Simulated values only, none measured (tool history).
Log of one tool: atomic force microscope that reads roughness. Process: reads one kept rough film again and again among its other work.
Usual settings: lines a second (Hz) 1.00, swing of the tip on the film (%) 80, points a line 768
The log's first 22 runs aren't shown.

| run | hour | lines a second (Hz) | swing of the tip on the film (%) | points a line | pictures with this tip | hours of work since the height scale was calibrated | roughness of the kept film (nm (root mean square)) |
|---|---|---|---|---|---|---|---|
| 23 | 256.7 | 1.00 | 62 | 768 | 38 | 522 | 4.061 |
| 24 | 273.7 | 1.00 | 62 | 768 | 60 | 535 | 4.072 |
| 25 | 283.5 | 1.00 | 80 | 768 | 73 | 543 | 3.916 |
| 26 | 295.7 | 1.00 | 80 | 768 | 88 | 552 | 3.948 |
| 27 | 310.5 | 1.00 | 80 | 768 | 108 | 563 | 3.894 |
| 28 | 318.0 | 1.00 | 80 | 768 | 117 | 569 | 3.890 |
| 29 | 325.8 | 2.10 | 74 | 459 | 127 | 574 | 3.726 |
| 30 | 336.8 | 2.10 | 74 | 459 | 141 | 583 | 3.703 |
| 31 | 346.3 | 1.00 | 61 | 767 | 154 | 590 | 4.101 |
| 32 | 362.1 | 1.64 | 59 | 767 | 174 | 602 | 4.034 |
| 33 | 377.8 | 3.17 | 56 | 503 | 194 | 614 | 3.929 |
| 34 | 386.4 | 3.33 | 56 | 858 | 205 | 620 | 3.968 |
|  | 393.3 | new tip fitted |
| 35 | 395.3 | 3.33 | 56 | 858 | 2 | 626 | 3.968 |
| 36 | 409.3 | 0.78 | 84 | 858 | 20 | 637 | 3.924 |
| 37 | 423.5 | 0.78 | 84 | 858 | 39 | 648 | 3.905 |
| 38 | 439.0 | 0.78 | 84 | 858 | 59 | 659 | 3.953 |

Run 39 comes next. What will it give?
| 39 | 455.2 | 1.08 | 70 | 768 | 79 | 672 | ? |

Run 39 gave roughness of the kept film (nm (root mean square)) 4.038.
Without the tool's hidden state the same run would have given roughness of the kept film (nm (root mean square)) 4.049.

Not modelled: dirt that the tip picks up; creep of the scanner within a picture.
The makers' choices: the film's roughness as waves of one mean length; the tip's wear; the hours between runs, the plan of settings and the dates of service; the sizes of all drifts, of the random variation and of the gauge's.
